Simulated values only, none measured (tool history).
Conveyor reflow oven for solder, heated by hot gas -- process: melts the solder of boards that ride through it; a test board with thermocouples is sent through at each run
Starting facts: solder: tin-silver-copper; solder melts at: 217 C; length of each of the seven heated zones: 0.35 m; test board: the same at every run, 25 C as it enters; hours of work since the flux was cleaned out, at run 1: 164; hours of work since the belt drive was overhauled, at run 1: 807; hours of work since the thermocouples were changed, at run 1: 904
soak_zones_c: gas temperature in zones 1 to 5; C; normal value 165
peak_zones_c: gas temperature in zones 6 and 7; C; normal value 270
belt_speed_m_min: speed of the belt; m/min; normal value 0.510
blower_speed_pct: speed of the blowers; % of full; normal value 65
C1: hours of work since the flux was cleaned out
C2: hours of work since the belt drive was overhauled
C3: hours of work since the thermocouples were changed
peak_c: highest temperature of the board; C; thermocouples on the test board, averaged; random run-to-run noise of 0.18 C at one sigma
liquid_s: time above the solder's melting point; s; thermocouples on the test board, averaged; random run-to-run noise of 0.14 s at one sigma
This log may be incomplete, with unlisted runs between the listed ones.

{"run": 1, "day": 0.0, "soak_zones_c": 165, "peak_zones_c": 270, "belt_speed_m_min": 0.51, "blower_speed_pct": 65, "C1": 164, "C2": 807, "C3": 904, "peak_c": 254.6, "liquid_s": 62.5}
{"run": 2, "day": 1.033, "soak_zones_c": 165, "peak_zones_c": 270, "belt_speed_m_min": 0.51, "blower_speed_pct": 65, "C1": 183, "C2": 826, "C3": 922, "peak_c": 254.9, "liquid_s": 62.2}
{"run": 3, "day": 2.308, "soak_zones_c": 165, "peak_zones_c": 270, "belt_speed_m_min": 0.51, "blower_speed_pct": 65, "C1": 206, "C2": 848, "C3": 945, "peak_c": 254.4, "liquid_s": 62.3}
{"run": 4, "day": 3.267, "soak_zones_c": 165, "peak_zones_c": 270, "belt_speed_m_min": 0.51, "blower_speed_pct": 65, "C1": 223, "C2": 866, "C3": 962, "peak_c": 253.8, "liquid_s": 61.9}
{"run": 5, "day": 4.296, "soak_zones_c": 165, "peak_zones_c": 270, "belt_speed_m_min": 0.51, "blower_speed_pct": 65, "C1": 241, "C2": 884, "C3": 981, "peak_c": 254.3, "liquid_s": 62.0}
{"run": 6, "day": 5.471, "soak_zones_c": 165, "peak_zones_c": 270, "belt_speed_m_min": 0.51, "blower_speed_pct": 65, "C1": 262, "C2": 905, "C3": 1002, "peak_c": 254.0, "liquid_s": 62.0}
{"run": 7, "day": 6.733, "soak_zones_c": 165, "peak_zones_c": 270, "belt_speed_m_min": 0.51, "blower_speed_pct": 65, "C1": 285, "C2": 928, "C3": 1024, "peak_c": 253.4, "liquid_s": 61.8}
{"run": 8, "day": 7.575, "soak_zones_c": 165, "peak_zones_c": 270, "belt_speed_m_min": 0.51, "blower_speed_pct": 65, "C1": 300, "C2": 943, "C3": 1039, "peak_c": 253.4, "liquid_s": 61.7}
{"run": 9, "day": 8.325, "soak_zones_c": 165, "peak_zones_c": 270, "belt_speed_m_min": 0.51, "blower_speed_pct": 65, "C1": 313, "C2": 956, "C3": 1053, "peak_c": 253.4, "liquid_s": 61.6}
{"run": 10, "day": 8.942, "soak_zones_c": 166, "peak_zones_c": 270, "belt_speed_m_min": 0.51, "blower_speed_pct": 65, "C1": 324, "C2": 967, "C3": 1064, "peak_c": 253.9, "liquid_s": 62.1}
{"run": 11, "day": 9.633, "soak_zones_c": 166, "peak_zones_c": 270, "belt_speed_m_min": 0.443, "blower_speed_pct": 65, "C1": 337, "C2": 979, "C3": 1076, "peak_c": 257.4, "liquid_s": 76.2}
{"run": 12, "day": 10.692, "soak_zones_c": 165, "peak_zones_c": 270, "belt_speed_m_min": 0.461, "blower_speed_pct": 65, "C1": 355, "C2": 998, "C3": 1095, "peak_c": 256.1, "liquid_s": 71.3}
{"run": 13, "day": 11.375, "soak_zones_c": 165, "peak_zones_c": 270, "belt_speed_m_min": 0.51, "blower_speed_pct": 65, "C1": 368, "C2": 1010, "C3": 1107, "peak_c": 253.1, "liquid_s": 61.0}
{"run": 14, "day": 11.946, "soak_zones_c": 165, "peak_zones_c": 270, "belt_speed_m_min": 0.51, "blower_speed_pct": 89, "C1": 378, "C2": 1021, "C3": 1117, "peak_c": 255.6, "liquid_s": 64.1}
{"day": 12.267, "done": "flux residue cleaned out of gas plates and filters"}
{"run": 15, "day": 13.396, "soak_zones_c": 160, "peak_zones_c": 276, "belt_speed_m_min": 0.57, "blower_speed_pct": 52, "C1": 20, "C2": 1043, "C3": 1140, "peak_c": 247.8, "liquid_s": 46.5}
{"run": 16, "day": 14.062, "soak_zones_c": 174, "peak_zones_c": 281, "belt_speed_m_min": 0.51, "blower_speed_pct": 65, "C1": 32, "C2": 1055, "C3": 1151, "peak_c": 262.0, "liquid_s": 70.2}
{"run": 17, "day": 15.4, "soak_zones_c": 178, "peak_zones_c": 270, "belt_speed_m_min": 0.503, "blower_speed_pct": 65, "C1": 56, "C2": 1079, "C3": 1175, "peak_c": 253.1, "liquid_s": 66.7}
{"day": 15.933, "done": "flux residue cleaned out of gas plates and filters, once more"}
{"run": 18, "day": 16.4, "soak_zones_c": 178, "peak_zones_c": 270, "belt_speed_m_min": 0.503, "blower_speed_pct": 65, "C1": 8, "C2": 1093, "C3": 1190, "peak_c": 257.9, "liquid_s": 71.6}
{"run": 19, "day": 17.612, "soak_zones_c": 178, "peak_zones_c": 270, "belt_speed_m_min": 0.575, "blower_speed_pct": 53, "C1": 30, "C2": 1115, "C3": 1211, "peak_c": 252.0, "liquid_s": 57.3}
{"run": 20, "day": 18.308, "soak_zones_c": 178, "peak_zones_c": 270, "belt_speed_m_min": 0.575, "blower_speed_pct": 53, "C1": 42, "C2": 1127, "C3": 1224, "peak_c": 251.7, "liquid_s": 57.2}
{"run": 21, "day": 18.958, "soak_zones_c": 172, "peak_zones_c": 270, "belt_speed_m_min": 0.514, "blower_speed_pct": 74, "C1": 54, "C2": 1139, "C3": 1235, "peak_c": 257.5, "liquid_s": 68.0}
{"run": 22, "day": 19.883, "soak_zones_c": 172, "peak_zones_c": 270, "belt_speed_m_min": 0.514, "blower_speed_pct": 74, "C1": 71, "C2": 1155, "C3": 1252, "peak_c": 257.5, "liquid_s": 67.6}
{"run": 23, "day": 20.562, "soak_zones_c": 172, "peak_zones_c": 270, "belt_speed_m_min": 0.459, "blower_speed_pct": 74, "C1": 83, "C2": 1167, "C3": 1264, "peak_c": 260.1, "liquid_s": 78.5}
{"run": 24, "day": 21.117, "soak_zones_c": 158, "peak_zones_c": 271, "belt_speed_m_min": 0.51, "blower_speed_pct": 81, "C1": 93, "C2": 1177, "C3": 1274, "peak_c": 257.7, "liquid_s": 63.9}
{"run": 25, "day": 22.221, "soak_zones_c": 152, "peak_zones_c": 271, "belt_speed_m_min": 0.567, "blower_speed_pct": 81, "C1": 112, "C2": 1197, "C3": 1294, "peak_c": 253.6, "liquid_s": 52.4}

Entry by entry between the runs, the difference in hidden state between the last listed run before and the first listed run after:
Runs 14 to 15: flux residue cleaned out of gas plates and filters (day 12.267)
  heat that the gas passes to the board, % of a clean oven's: 84.1 -> 74.4; belt's true speed, % of the reading: 97.31 -> 97.26; true gas temperature in zones 6 and 7 over the reading, C: -1.39 -> -1.42
  measured less the result without the state, peak_c: -4.0 -> -6.5 C; liquid_s: -1.6 -> -4.9 s
Runs 17 to 18: flux residue cleaned out of gas plates and filters, once more (day 15.933)
  heat that the gas passes to the board, % of a clean oven's: 73.4 -> 99.6; belt's true speed, % of the reading: 97.16 -> 97.13; true gas temperature in zones 6 and 7 over the reading, C: -1.47 -> -1.49
  measured less the result without the state, peak_c: -5.6 -> -0.7 C; liquid_s: -3.1 -> +1.8 s

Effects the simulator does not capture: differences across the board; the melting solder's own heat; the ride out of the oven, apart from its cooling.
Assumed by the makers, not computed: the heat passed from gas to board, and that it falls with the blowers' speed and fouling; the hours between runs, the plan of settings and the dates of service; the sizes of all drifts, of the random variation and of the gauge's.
